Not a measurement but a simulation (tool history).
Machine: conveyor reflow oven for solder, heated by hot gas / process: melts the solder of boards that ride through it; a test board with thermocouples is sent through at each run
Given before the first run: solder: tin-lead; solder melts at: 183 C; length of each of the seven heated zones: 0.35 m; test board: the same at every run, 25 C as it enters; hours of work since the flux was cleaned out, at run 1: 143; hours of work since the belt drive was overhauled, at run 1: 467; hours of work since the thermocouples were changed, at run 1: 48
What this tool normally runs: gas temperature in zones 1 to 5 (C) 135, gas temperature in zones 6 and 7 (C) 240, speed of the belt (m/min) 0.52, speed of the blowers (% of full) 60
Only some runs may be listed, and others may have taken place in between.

| run | hour | gas temperature in zones 1 to 5 (C) | gas temperature in zones 6 and 7 (C) | speed of the belt (m/min) | speed of the blowers (% of full) | hours of work since the flux was cleaned out | hours of work since the belt drive was overhauled | hours of work since the thermocouples were changed | highest temperature of the board (C) | time above the solder's melting point (s) |
|---|---|---|---|---|---|---|---|---|---|---|
| 1 | 0 | 135 | 240 | 0.52 | 60 | 143 | 467 | 48 | 222.5 | 64.2 |
| 2 | 37.2 | 131 | 240 | 0.52 | 60 | 167 | 492 | 73 | 222.3 | 62.3 |
| 3 | 110.7 | 131 | 240 | 0.52 | 60 | 215 | 539 | 120 | 222.4 | 63 |
| 4 | 164.9 | 131 | 240 | 0.52 | 60 | 250 | 575 | 156 | 221.1 | 61.7 |
| 5 | 254.1 | 131 | 240 | 0.52 | 60 | 309 | 633 | 214 | 221 | 61.2 |
| 6 | 310.8 | 131 | 240 | 0.52 | 72 | 346 | 670 | 251 | 224 | 65 |
| 7 | 367.4 | 135 | 240 | 0.52 | 60 | 382 | 707 | 288 | 221.6 | 63.2 |
|  | 412.7 | belt drive overhauled, speed set with a stopwatch |
| 8 | 418.1 | 135 | 240 | 0.52 | 60 | 413 | 3 | 318 | 220.1 | 62.3 |
| 9 | 464.4 | 135 | 240 | 0.52 | 60 | 443 | 34 | 348 | 219.8 | 62.3 |
|  | 528.1 | flux residue cleaned out of gas plates and filters |
| 10 | 552.3 | 135 | 240 | 0.52 | 60 | 16 | 88 | 402 | 217.4 | 59.4 |
| 11 | 594.5 | 135 | 240 | 0.52 | 60 | 43 | 115 | 430 | 217.9 | 58.8 |
| 12 | 644.9 | 135 | 240 | 0.52 | 60 | 76 | 148 | 463 | 217.1 | 58.5 |
| 13 | 712.3 | 135 | 240 | 0.52 | 60 | 120 | 192 | 507 | 217.5 | 58.4 |
|  | 744.5 | flux residue cleaned out of gas plates and filters, once more |
| 14 | 762.5 | 135 | 240 | 0.52 | 60 | 12 | 221 | 536 | 224.8 | 66 |
| 15 | 845.3 | 135 | 240 | 0.52 | 60 | 66 | 275 | 590 | 224.1 | 64.7 |
| 16 | 883 | 135 | 243 | 0.52 | 65 | 90 | 300 | 615 | 228.2 | 67.9 |
| 17 | 926.4 | 149 | 253 | 0.48 | 51 | 119 | 328 | 643 | 238.3 | 85.9 |
| 18 | 1001.5 | 149 | 253 | 0.48 | 51 | 168 | 377 | 692 | 237.6 | 85.3 |
| 19 | 1055.4 | 149 | 253 | 0.48 | 51 | 203 | 412 | 727 | 237.5 | 85.8 |
| 20 | 1121.8 | 134 | 240 | 0.52 | 78 | 246 | 456 | 770 | 228.6 | 68.7 |
| 21 | 1185.1 | 134 | 249 | 0.489 | 61 | 287 | 497 | 812 | 234.2 | 76.1 |
| 22 | 1259.5 | 135 | 240 | 0.544 | 58 | 336 | 545 | 860 | 220.5 | 60.6 |
| 23 | 1332.7 | 135 | 240 | 0.458 | 90 | 383 | 593 | 908 | 233.9 | 81.8 |
| 24 | 1382.2 | 135 | 231 | 0.461 | 50 | 416 | 625 | 940 | 215.3 | 67.3 |
| 25 | 1432.6 | 135 | 231 | 0.461 | 50 | 449 | 658 | 973 | 215.8 | 66.4 |
|  | 1488.9 | flux residue cleaned out of gas plates and filters |
| 26 | 1517 | 135 | 235 | 0.428 | 70 | 18 | 710 | 1025 | 230.3 | 85.3 |
|  | 1555.6 | belt drive overhauled, speed set with a stopwatch |
| 27 | 1595.3 | 135 | 240 | 0.619 | 74 | 67 | 26 | 1073 | 224.2 | 53.7 |
| 28 | 1670.2 | 135 | 255 | 0.587 | 87 | 116 | 75 | 1122 | 243.6 | 66.4 |
|  | 1678.1 | thermocouples of zones 6 and 7 changed |
| 29 | 1735.9 | 135 | 238 | 0.587 | 80 | 157 | 116 | 38 | 221.7 | 55.8 |

Measured minus without-hidden-state, run by run (identical run-to-run variation in each term; gauge scatter may differ):
Hidden conditions of the tool in this case: heat that the gas passes to the board, % of a clean oven's; belt's true speed, % of the reading; true gas temperature in zones 6 and 7 over the reading, C; drift of the gauge itself on peak_c, C; drift of the gauge itself on liquid_s, %.
| run | highest temperature of the board (C) | time above the solder's melting point (s) |
|---|---|---|
| 1 | -0.2 | +0.3 |
| 2 | -0.3 | +0.2 |
| 3 | -0.5 | +0.1 |
| 4 | -0.6 | +0 |
| 5 | -0.9 | -0.1 |
| 6 | -1.3 | -0.3 |
| 7 | -1.1 | -0.2 |
| 8 | -1.8 | -1.6 |
| 9 | -1.9 | -1.7 |
| 10 | -5.1 | -4.9 |
| 11 | -5.3 | -5 |
| 12 | -5.4 | -5.1 |
| 13 | -5.6 | -5.3 |
| 14 | +1.9 | +1.7 |
| 15 | +1.7 | +1.5 |
| 16 | +1.5 | +1.5 |
| 17 | +1.7 | +1.7 |
| 18 | +1.7 | +1.7 |
| 19 | +1.6 | +1.8 |
| 20 | +0.9 | +1 |
| 21 | +0.9 | +1.4 |
| 22 | +0.6 | +0.9 |
| 23 | +0.8 | +1 |
| 24 | +1.2 | +1.6 |
| 25 | +1.2 | +1.6 |
| 26 | +3.7 | +3.7 |
| 27 | +2.7 | +1.6 |
| 28 | +2.5 | +1.1 |
| 29 | -1.3 | -0.9 |
